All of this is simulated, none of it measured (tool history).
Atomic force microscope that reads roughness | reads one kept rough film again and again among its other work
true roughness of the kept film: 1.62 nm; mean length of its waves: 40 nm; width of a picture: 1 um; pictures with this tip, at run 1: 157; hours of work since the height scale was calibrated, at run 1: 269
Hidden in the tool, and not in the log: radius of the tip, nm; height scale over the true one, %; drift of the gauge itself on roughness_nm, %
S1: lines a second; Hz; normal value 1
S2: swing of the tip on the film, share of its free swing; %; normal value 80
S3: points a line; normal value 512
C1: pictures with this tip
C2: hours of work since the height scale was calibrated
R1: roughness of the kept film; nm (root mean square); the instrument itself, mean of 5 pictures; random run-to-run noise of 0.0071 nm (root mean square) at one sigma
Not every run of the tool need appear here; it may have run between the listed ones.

run	hour	S1	S2	S3	C1	C2	R1
1	0	1	80	512	157	269	1.42
2	18.4	1	66	512	173	277	1.478
3	30.7	1	66	512	184	282	1.472
4	47.7	1	66	512	198	289	1.479
5	56.5	1	80	694	206	292	1.419
6	72.4	1	80	512	219	299	1.412
# hour 73.7: new tip fitted
7	92.6	1	80	512	17	307	1.462
8	101.5	1	58	512	24	311	1.527
9	118.3	1	58	512	39	318	1.539
10	129.7	3.58	80	512	48	322	1.227
11	148	3.58	80	512	64	330	1.234
12	163.9	3.58	80	512	78	336	1.224

What if the next run were any one of these 5? Each begins from the tool's condition after run 12:
A	178.6	1.29	87	950	91	342	?
B	178.6	0.67	80	512	91	342	?
C	178.6	0.58	62	850	91	342	?
D	178.6	1	72	512	91	342	?
E	178.6	1	80	820	91	342	?

run	R1
A	1.36
B	1.471
C	1.533
D	1.475
E	1.44
Take away the tool's hidden state, keep each run's random variation, and the runs would have read:
run	R1
A	1.382
B	1.495
C	1.558
D	1.499
E	1.464
